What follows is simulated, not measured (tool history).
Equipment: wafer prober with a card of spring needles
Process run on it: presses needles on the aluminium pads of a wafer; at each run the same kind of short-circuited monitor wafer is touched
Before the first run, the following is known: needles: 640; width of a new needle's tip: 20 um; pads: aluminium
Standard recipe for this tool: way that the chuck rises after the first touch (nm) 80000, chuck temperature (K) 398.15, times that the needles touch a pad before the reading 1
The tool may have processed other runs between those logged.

run,hour,way that the chuck rises after the first touch (nm),chuck temperature (K),times that the needles touch a pad before the reading,resistance of one needle with its contact and lead (mohm),way that a needle slides on the pad (nm)
1,0.0,80000,398.15,1,189,14480
# hour 3.4: tips cleaned on abrasive film
# hour 7.7: tips cleaned on abrasive film
2,9.0,80000,398.15,1,195,14500
# hour 12.2: tips cleaned on abrasive film
# hour 16.4: tips cleaned on abrasive film
3,19.8,80000,398.15,1,224,14510
# hour 20.7: tips cleaned on abrasive film
# hour 24.9: tips cleaned on abrasive film
4,26.8,80000,398.15,1,205,14540
# hour 29.3: tips cleaned on abrasive film
# hour 33.5: tips cleaned on abrasive film
5,33.7,80000,398.15,1,185,14660
# hour 38.2: tips cleaned on abrasive film
# hour 42.7: tips cleaned on abrasive film
6,42.8,80000,398.15,1,182,14470
# hour 47.2: tips cleaned on abrasive film
# hour 51.4: tips cleaned on abrasive film
# hour 55.4: tips cleaned on abrasive film
7,55.4,80000,398.15,1,177,14370
# hour 59.6: tips cleaned on abrasive film
# hour 63.6: tips cleaned on abrasive film
8,65.3,68000,328.15,1,203,12090
# hour 67.8: tips cleaned on abrasive film
9,70.6,84000,366.15,3,181,15180
# hour 72.1: tips cleaned on abrasive film
# hour 76.8: tips cleaned on abrasive film
10,79.1,84000,366.15,3,181,15010
# hour 81.3: tips cleaned on abrasive film
# hour 86.1: tips cleaned on abrasive film
11,86.2,76000,310.15,2,166,13600
# hour 90.1: tips cleaned on abrasive film
# hour 94.5: tips cleaned on abrasive film
12,97.7,82000,398.15,2,199,14900
# hour 98.8: tips cleaned on abrasive film
# hour 103.4: tips cleaned on abrasive film
# hour 107.7: tips cleaned on abrasive film
13,107.7,82000,398.15,2,172,14620

Consider 3 possible next runs. They are alternatives, not a sequence: every one starts from the tool as it was left by run 13. What does each give?
# hour 112.3: tips cleaned on abrasive film
# hour 116.8: tips cleaned on abrasive film
A,116.9,77000,328.15,1,?,?
# hour 112.3: tips cleaned on abrasive film
# hour 116.8: tips cleaned on abrasive film
B,116.9,80000,351.15,1,?,?
# hour 112.3: tips cleaned on abrasive film
# hour 116.8: tips cleaned on abrasive film
C,116.9,71000,371.15,1,?,?

run,resistance of one needle with its contact and lead (mohm),way that a needle slides on the pad (nm)
A,171,13670
B,174,14190
C,181,12750
Had the tool no hidden state, the same runs would have come out as:
run,resistance of one needle with its contact and lead (mohm),way that a needle slides on the pad (nm)
A,160,14240
B,164,14760
C,169,13320

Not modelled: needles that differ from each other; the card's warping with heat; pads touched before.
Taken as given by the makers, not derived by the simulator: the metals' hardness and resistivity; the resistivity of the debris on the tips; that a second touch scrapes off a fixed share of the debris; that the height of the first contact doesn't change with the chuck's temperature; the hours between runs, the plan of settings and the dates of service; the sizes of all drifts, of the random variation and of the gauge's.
